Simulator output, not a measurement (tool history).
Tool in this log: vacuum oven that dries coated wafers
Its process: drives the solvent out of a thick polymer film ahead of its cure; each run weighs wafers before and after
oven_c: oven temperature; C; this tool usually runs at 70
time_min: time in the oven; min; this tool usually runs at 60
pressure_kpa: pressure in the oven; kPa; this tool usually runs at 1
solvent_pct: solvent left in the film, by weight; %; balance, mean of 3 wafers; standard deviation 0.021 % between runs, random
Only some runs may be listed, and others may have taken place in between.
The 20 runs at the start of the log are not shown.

run   hour  oven_c  time_min  pressure_kpa  hours of work since the thermocouples were calibrated  hours of work since the vacuum gauge was cleaned of residue  solvent_pct
 21  255.8      70        60             1                                                    553                                                          460         1.15
 22  272.9      70        60             1                                                    562                                                          470          1.2
 23  281.7      79        74          0.77                                                    567                                                          475         0.32
 24    294      79        74          0.77                                                    574                                                          482         0.29
 25  302.7      64        82          3.45                                                    579                                                          487         2.32
 26    318      64        82          3.45                                                    588                                                          495         2.35
 27  333.1      79        82          3.45                                                    596                                                          503          0.9
 28  344.1      59        54          2.45                                                    602                                                          510         4.35
 29  355.1      59        71          2.45                                                    608                                                          516         3.32
 30  371.2      69        60          0.65                                                    618                                                          525          1.2
 31  379.9      69        60          0.65                                                    622                                                          530         1.17
 32    399      63        68          1.52                                                    633                                                          540         2.17
 33    414      56        60             1                                                    641                                                          549         3.99
 34  429.1      56        60             1                                                    650                                                          557         4.06
 35    440      56        60             1                                                    656                                                          563         4.05
 36  448.2      70        32             1                                                    661                                                          568         3.36
 37  457.5      70        32             1                                                    666                                                          573         3.31
 38  476.8      70        32             1                                                    677                                                          584         3.39

Run 39 has not been measured yet. What should we expect?
 39  491.3      70        32             1                                                    685                                                          592            ?

solvent_pct: 3.39 %
Had the tool carried no hidden state, the very same run would have given solvent_pct 3.09 %.
